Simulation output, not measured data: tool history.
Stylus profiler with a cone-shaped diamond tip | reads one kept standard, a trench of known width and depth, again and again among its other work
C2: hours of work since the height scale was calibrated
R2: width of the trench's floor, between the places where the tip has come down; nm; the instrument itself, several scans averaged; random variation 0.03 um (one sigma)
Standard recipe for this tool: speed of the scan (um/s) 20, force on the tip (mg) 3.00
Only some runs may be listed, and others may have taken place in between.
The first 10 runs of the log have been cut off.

Run 11, hour 153.4: usual settings but force on the tip (mg) 1.44; scans with this tip 3202; C2 222. Result: depth of the trench (nm) 100.78, R2 97770 nm.
Run 12, hour 167.8: usual settings but force on the tip (mg) 1.31; scans with this tip 3306; C2 229. Result: depth of the trench (nm) 100.74, R2 97830 nm.
Run 13, hour 178.2: usual settings but force on the tip (mg) 1.31; scans with this tip 3380; C2 234. Result: depth of the trench (nm) 100.65, R2 97800 nm.
Run 14, hour 194.5: usual settings but force on the tip (mg) 1.31; scans with this tip 3497; C2 242. Result: depth of the trench (nm) 100.74, R2 97790 nm.
Run 15, hour 212.5: usual settings but force on the tip (mg) 1.31; scans with this tip 3627; C2 251. Result: depth of the trench (nm) 100.65, R2 97760 nm.
Run 16, hour 224.1: usual settings but speed of the scan (um/s) 16, force on the tip (mg) 5.28; scans with this tip 3710; C2 257. Result: depth of the trench (nm) 101.73, R2 97860 nm.
Run 17, hour 233.6: usual settings but speed of the scan (um/s) 79, force on the tip (mg) 1.00; scans with this tip 3779; C2 261. Result: depth of the trench (nm) 100.54, R2 97500 nm.
Run 18, hour 249.0: usual settings but speed of the scan (um/s) 19, force on the tip (mg) 8.17; scans with this tip 3889; C2 269. Result: depth of the trench (nm) 102.34, R2 97870 nm.
Run 19, hour 263.0: usual settings but speed of the scan (um/s) 16, force on the tip (mg) 8.17; scans with this tip 3989; C2 276. Result: depth of the trench (nm) 102.23, R2 97810 nm.
Run 20, hour 283.2: usual settings but speed of the scan (um/s) 16, force on the tip (mg) 8.17; scans with this tip 4135; C2 286. Result: depth of the trench (nm) 102.24, R2 97820 nm.
Run 21, hour 298.1: usual settings but speed of the scan (um/s) 26, force on the tip (mg) 3.43; scans with this tip 4242; C2 293. Result: depth of the trench (nm) 101.22, R2 97820 nm.
Run 22, hour 307.3: usual settings but speed of the scan (um/s) 26, force on the tip (mg) 3.43; scans with this tip 4307; C2 298. Result: depth of the trench (nm) 101.34, R2 97760 nm.
Run 23, hour 326.7: usual settings but speed of the scan (um/s) 22, force on the tip (mg) 8.72; scans with this tip 4447; C2 308. Result: depth of the trench (nm) 102.43, R2 97700 nm.
Run 24, hour 344.2: usual settings but speed of the scan (um/s) 22, force on the tip (mg) 8.72; scans with this tip 4573; C2 316. Result: depth of the trench (nm) 102.38, R2 97770 nm.
Run 25, hour 357.8: usual settings but speed of the scan (um/s) 6, force on the tip (mg) 4.63; scans with this tip 4671; C2 323. Result: depth of the trench (nm) 101.71, R2 97760 nm.
Run 26, hour 369.5: usual settings but speed of the scan (um/s) 8, force on the tip (mg) 4.63; scans with this tip 4755; C2 329. Result: depth of the trench (nm) 101.64, R2 97830 nm.
Run 27, hour 378.2: usual settings but speed of the scan (um/s) 8, force on the tip (mg) 4.63; scans with this tip 4817; C2 333. Result: depth of the trench (nm) 101.66, R2 97770 nm.
Run 28, hour 396.0: usual settings but speed of the scan (um/s) 8, force on the tip (mg) 4.63; scans with this tip 4945; C2 342. Result: depth of the trench (nm) 101.74, R2 97760 nm.
Run 29, hour 413.1: usual settings but speed of the scan (um/s) 8, force on the tip (mg) 4.63; scans with this tip 5067; C2 351. Result: depth of the trench (nm) 101.55, R2 97710 nm.
Run 30, hour 425.8: usual settings but speed of the scan (um/s) 9; scans with this tip 5159; C2 357. Result: depth of the trench (nm) 101.18, R2 97820 nm.

What if the next run were any one of these 3? Each begins from the tool's condition after run 30:
Run A, hour 436.0: usual settings but speed of the scan (um/s) 71, force on the tip (mg) 1.10; scans with this tip 5232; C2 362. Result: depth of the trench (nm) ?, R2 ?.
Run B, hour 436.0: usual settings but speed of the scan (um/s) 64; scans with this tip 5232; C2 362. Result: depth of the trench (nm) ?, R2 ?.
Run C, hour 436.0: usual settings but force on the tip (mg) 1.36; scans with this tip 5232; C2 362. Result: depth of the trench (nm) ?, R2 ?.

run  depth of the trench (nm)     R2
  A                    100.63  97520
  B                    101.31  97660
  C                    100.79  97700
Without the tool's unlogged condition, the same runs would have read:
run  depth of the trench (nm)     R2
  A                    100.49  97740
  B                    101.17  97890
  C                    100.65  97930
